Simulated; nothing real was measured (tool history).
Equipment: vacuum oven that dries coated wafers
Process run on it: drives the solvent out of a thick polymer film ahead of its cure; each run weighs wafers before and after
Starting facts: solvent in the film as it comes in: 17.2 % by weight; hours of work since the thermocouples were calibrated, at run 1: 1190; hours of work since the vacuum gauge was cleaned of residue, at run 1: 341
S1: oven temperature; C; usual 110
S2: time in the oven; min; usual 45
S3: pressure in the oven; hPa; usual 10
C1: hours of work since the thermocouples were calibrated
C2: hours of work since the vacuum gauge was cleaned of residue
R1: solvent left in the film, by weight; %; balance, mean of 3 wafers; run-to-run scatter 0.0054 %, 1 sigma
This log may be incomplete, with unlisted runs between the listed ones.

run,hour,S1,S2,S3,C1,C2,R1
1,0,110,45,10,1190,341,1.117
2,21.9,110,45,10,1203,354,1.139
3,35.3,110,45,10,1212,362,1.132
4,47.7,110,45,10,1219,370,1.122
5,74,110,45,10,1236,386,1.128
6,102.3,110,45,10,1253,404,1.135
7,126.5,110,45,10,1268,419,1.122
8,145.4,110,45,10,1280,431,1.125
9,158.8,110,45,10,1288,439,1.128
10,177.2,110,45,16.5,1300,450,1.401
# hour 187.8: oven's thermocouples calibrated
11,193.2,105,45,10,3,459,1.838
12,215.9,110,54,10,17,473,0.925
13,229.2,110,54,10,26,481,0.925
14,247.5,116,80,12.2,37,492,0.502
15,259.5,110,43,10,44,500,1.368
16,277,112,41,28.6,55,511,2.016
17,301.4,123,41,28.6,70,526,1.074
18,315.2,107,45,10,79,534,1.585
19,331.5,108,22,9.7,89,544,4.208
20,353.4,110,33,27.6,102,558,2.867
21,369.9,110,33,27.6,113,568,2.861
22,394.8,110,33,27.6,128,584,2.865
23,407.4,110,33,27.6,136,591,2.862
24,431.7,106,40,6.8,151,607,1.916
25,452.2,106,40,6.8,164,619,1.907

Consider 4 possible next runs. They are alternatives, not a sequence: every one starts from the tool as it was left by run 25. What does each give?
A,479,122,46,18.4,180,636,?
B,479,99,75,6.8,180,636,?
C,479,110,29,29.4,180,636,?
D,479,106,40,6.8,180,636,?

run,R1
A,0.741
B,1.075
C,3.386
D,1.902
The same runs, with their run-to-run variation unchanged, on a tool lacking any hidden condition would have given:
run,R1
A,0.719
B,1.027
C,3.369
D,1.874

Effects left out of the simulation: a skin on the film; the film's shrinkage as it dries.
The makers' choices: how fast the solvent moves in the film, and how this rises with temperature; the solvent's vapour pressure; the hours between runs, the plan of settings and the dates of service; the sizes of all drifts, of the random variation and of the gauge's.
